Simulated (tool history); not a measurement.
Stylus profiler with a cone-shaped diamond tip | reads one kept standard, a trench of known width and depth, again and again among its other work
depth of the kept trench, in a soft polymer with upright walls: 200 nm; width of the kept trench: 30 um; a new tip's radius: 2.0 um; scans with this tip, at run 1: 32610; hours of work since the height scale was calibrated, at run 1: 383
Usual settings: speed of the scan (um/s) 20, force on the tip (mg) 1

| run | hour | speed of the scan (um/s) | force on the tip (mg) | scans with this tip | hours of work since the height scale was calibrated | depth of the trench (angstrom) | width of the trench's floor (nm) |
|---|---|---|---|---|---|---|---|
| 1 | 0 | 20 | 1 | 32610 | 383 | 2010 | 27190 |
| 2 | 48.2 | 20 | 1 | 32970 | 408 | 2013.8 | 27160 |
|  | 74.7 | new tip fitted, height scale calibrated |
| 3 | 152.4 | 16 | 1 | 580 | 40 | 2015.1 | 28060 |
| 4 | 212.5 | 20 | 1 | 1029 | 71 | 2014.9 | 28000 |
| 5 | 277.3 | 20 | 0.7 | 1512 | 104 | 2012.8 | 27950 |
| 6 | 377.6 | 20 | 0.7 | 2262 | 156 | 2012.4 | 27890 |
| 7 | 454.3 | 20 | 0.7 | 2834 | 195 | 2009.8 | 27900 |
| 8 | 517.3 | 20 | 0.7 | 3304 | 227 | 2011.6 | 27890 |
| 9 | 599.2 | 20 | 0.7 | 3916 | 269 | 2010 | 27860 |
| 10 | 694.5 | 20 | 0.7 | 4627 | 318 | 2010.4 | 27800 |
| 11 | 792 | 20 | 1 | 5355 | 369 | 2014.7 | 27880 |
| 12 | 838.3 | 20 | 1 | 5701 | 392 | 2011.3 | 27860 |
| 13 | 904.3 | 20 | 1 | 6193 | 426 | 2014.9 | 27840 |
| 14 | 957.6 | 20 | 1 | 6591 | 454 | 2011.5 | 27810 |
| 15 | 1016.7 | 20 | 1 | 7032 | 484 | 2011 | 27840 |
| 16 | 1087.8 | 20 | 1 | 7563 | 520 | 2012.4 | 27760 |
| 17 | 1178.4 | 20 | 1 | 8240 | 567 | 2011.7 | 27810 |
| 18 | 1242.3 | 20 | 1 | 8717 | 600 | 2011.6 | 27790 |
| 19 | 1293.6 | 78 | 0.59 | 9099 | 626 | 2007 | 26960 |
| 20 | 1359.1 | 78 | 1.69 | 9588 | 660 | 2017.4 | 27330 |
| 21 | 1456.9 | 70 | 2.71 | 10319 | 710 | 2025.3 | 27500 |
| 22 | 1517.5 | 42 | 1.07 | 10771 | 741 | 2009.9 | 27480 |

Run 23 comes next. What will it give?
| 23 | 1596 | 76 | 0.4 | 11357 | 782 | ? | ? |

Run 23 gave depth of the trench (angstrom) 2002.6, width of the trench's floor (nm) 26730.
Without the tool's hidden state the same run would have given depth of the trench (angstrom) 2008.7, width of the trench's floor (nm) 27120.

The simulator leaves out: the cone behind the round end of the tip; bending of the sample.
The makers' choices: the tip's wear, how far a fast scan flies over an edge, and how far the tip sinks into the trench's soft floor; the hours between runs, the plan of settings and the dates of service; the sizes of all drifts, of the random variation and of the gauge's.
